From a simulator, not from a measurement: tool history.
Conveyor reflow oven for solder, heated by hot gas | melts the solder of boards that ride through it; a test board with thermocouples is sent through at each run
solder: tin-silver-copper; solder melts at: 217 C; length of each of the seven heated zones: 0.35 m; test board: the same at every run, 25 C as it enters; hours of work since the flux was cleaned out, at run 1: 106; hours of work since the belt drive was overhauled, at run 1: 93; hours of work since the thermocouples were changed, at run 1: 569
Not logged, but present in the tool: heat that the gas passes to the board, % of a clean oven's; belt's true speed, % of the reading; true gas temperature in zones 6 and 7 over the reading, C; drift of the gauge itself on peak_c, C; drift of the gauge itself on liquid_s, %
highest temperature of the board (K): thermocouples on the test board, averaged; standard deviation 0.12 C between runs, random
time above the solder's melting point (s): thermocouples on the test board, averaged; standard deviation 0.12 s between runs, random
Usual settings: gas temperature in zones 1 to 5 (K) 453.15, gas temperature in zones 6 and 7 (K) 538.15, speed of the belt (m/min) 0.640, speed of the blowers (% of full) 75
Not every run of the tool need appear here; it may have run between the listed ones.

run     day  gas temperature in zones 1 to 5 (K)  gas temperature in zones 6 and 7 (K)  speed of the belt (m/min)  speed of the blowers (% of full)  hours of work since the flux was cleaned out  hours of work since the belt drive was overhauled  hours of work since the thermocouples were changed  highest temperature of the board (K)  time above the solder's melting point (s)
  1   0.000                               453.15                                538.15                      0.640                                75                                           106                                                 93                                                 569                                522.15                                       48.5
  2   0.517                               453.15                                538.15                      0.640                                75                                           111                                                 98                                                 575                                522.15                                       48.4
  3   1.154                               453.15                                538.15                      0.677                                75                                           118                                                105                                                 581                                520.45                                       43.9
  4   2.312                               453.15                                538.15                      0.677                                75                                           130                                                117                                                 593                                520.35                                       44.1
  5   3.325                               453.15                                538.15                      0.677                                75                                           140                                                127                                                 604                                520.05                                       43.9
  6   4.246                               453.15                                538.15                      0.640                                75                                           150                                                137                                                 613                                522.15                                       48.3
  7   4.912                               453.15                                538.15                      0.640                                75                                           157                                                143                                                 620                                522.05                                       48.2
  8   5.575                               453.15                                538.15                      0.640                                75                                           163                                                150                                                 627                                521.85                                       48.1
  9   6.133                               453.15                                538.15                      0.640                                75                                           169                                                156                                                 633                                522.05                                       48.3
 10   6.938                               453.15                                538.15                      0.640                                75                                           178                                                164                                                 641                                521.95                                       48.2
 11   7.450                               453.15                                538.15                      0.640                                75                                           183                                                170                                                 646                                521.85                                       48.4
 12   8.004                               453.15                                538.15                      0.640                                75                                           189                                                175                                                 652                                522.05                                       48.4
      8.221  -- belt drive overhauled, speed set with a stopwatch
 13   9.004                               453.15                                538.15                      0.640                                75                                           197                                                  8                                                 661                                521.85                                       48.1
 14  10.062                               453.15                                538.15                      0.640                                75                                           208                                                 19                                                 672                                521.85                                       48.1
 15  10.742                               453.15                                538.15                      0.640                                63                                           215                                                 26                                                 679                                518.15                                       44.5
 16  11.871                               453.15                                538.15                      0.640                                63                                           227                                                 38                                                 690                                518.45                                       44.6
 17  12.767                               438.15                                538.15                      0.640                                75                                           236                                                 47                                                 700                                518.65                                       41.0
 18  13.404                               467.15                                538.15                      0.573                                75                                           243                                                 54                                                 706                                527.25                                       64.4
 19  14.071                               455.15                                538.15                      0.640                                85                                           250                                                 60                                                 713                                524.35                                       51.2
 20  14.725                               455.15                                540.15                      0.626                                75                                           256                                                 67                                                 720                                524.15                                       51.6
     14.971  -- belt drive overhauled, speed set with a stopwatch, once more
 21  15.367                               455.15                                540.15                      0.626                                75                                           261                                                  4                                                 725                                524.45                                       51.8
 22  16.404                               452.15                                534.15                      0.704                                54                                           272                                                 15                                                 736                                507.35                                       28.6
 23  17.246                               453.15                                538.15                      0.529                                50                                           281                                                 24                                                 744                                520.35                                       56.2
 24  18.388                               457.15                                533.15                      0.640                                75                                           292                                                 35                                                 756                                518.15                                       46.8
 25  19.446                               457.15                                533.15                      0.640                                75                                           303                                                 46                                                 767                                518.05                                       46.8
 26  20.012                               463.15                                533.15                      0.640                                90                                           309                                                 52                                                 773                                522.05                                       53.0
 27  20.754                               463.15                                533.15                      0.640                                90                                           317                                                 60                                                 781                                521.95                                       53.1
 28  21.450                               463.15                                533.15                      0.640                                90                                           324                                                 67                                                 788                                522.15                                       52.8
 29  22.038                               463.15                                533.15                      0.640                                90                                           330                                                 73                                                 794                                521.95                                       53.0
 30  22.812                               463.15                                533.15                      0.640                                90                                           338                                                 81                                                 802                                521.95                                       52.8

Some steps in highest temperature of the board (K), run to run, broken into two amounts with sign: the step expected even without the hidden condition (settings, incoming material, random variation), and the rest, left for the hidden condition together with whatever gauge scatter is not in both the measured and the hidden-condition-free result:
Run 17 -> 18: gas temperature in zones 1 to 5 (K) 438.15 -> 467.15, speed of the belt (m/min) 0.640 -> 0.573. highest temperature of the board (K) +8.60: hidden state +0.60, all else +8.00.
Run 21 -> 22: gas temperature in zones 1 to 5 (K) 455.15 -> 452.15, gas temperature in zones 6 and 7 (K) 540.15 -> 534.15, speed of the belt (m/min) 0.626 -> 0.704, speed of the blowers (% of full) 75 -> 54. highest temperature of the board (K) -17.10: hidden state -0.10, all else -17.00.
Run 22 -> 23: gas temperature in zones 1 to 5 (K) 452.15 -> 453.15, gas temperature in zones 6 and 7 (K) 534.15 -> 538.15, speed of the belt (m/min) 0.704 -> 0.529, speed of the blowers (% of full) 54 -> 50. highest temperature of the board (K) +13.00: hidden state +0.60, all else +12.40.
Run 23 -> 24: gas temperature in zones 1 to 5 (K) 453.15 -> 457.15, gas temperature in zones 6 and 7 (K) 538.15 -> 533.15, speed of the belt (m/min) 0.529 -> 0.640, speed of the blowers (% of full) 50 -> 75. highest temperature of the board (K) -2.20: hidden state -0.50, all else -1.70.
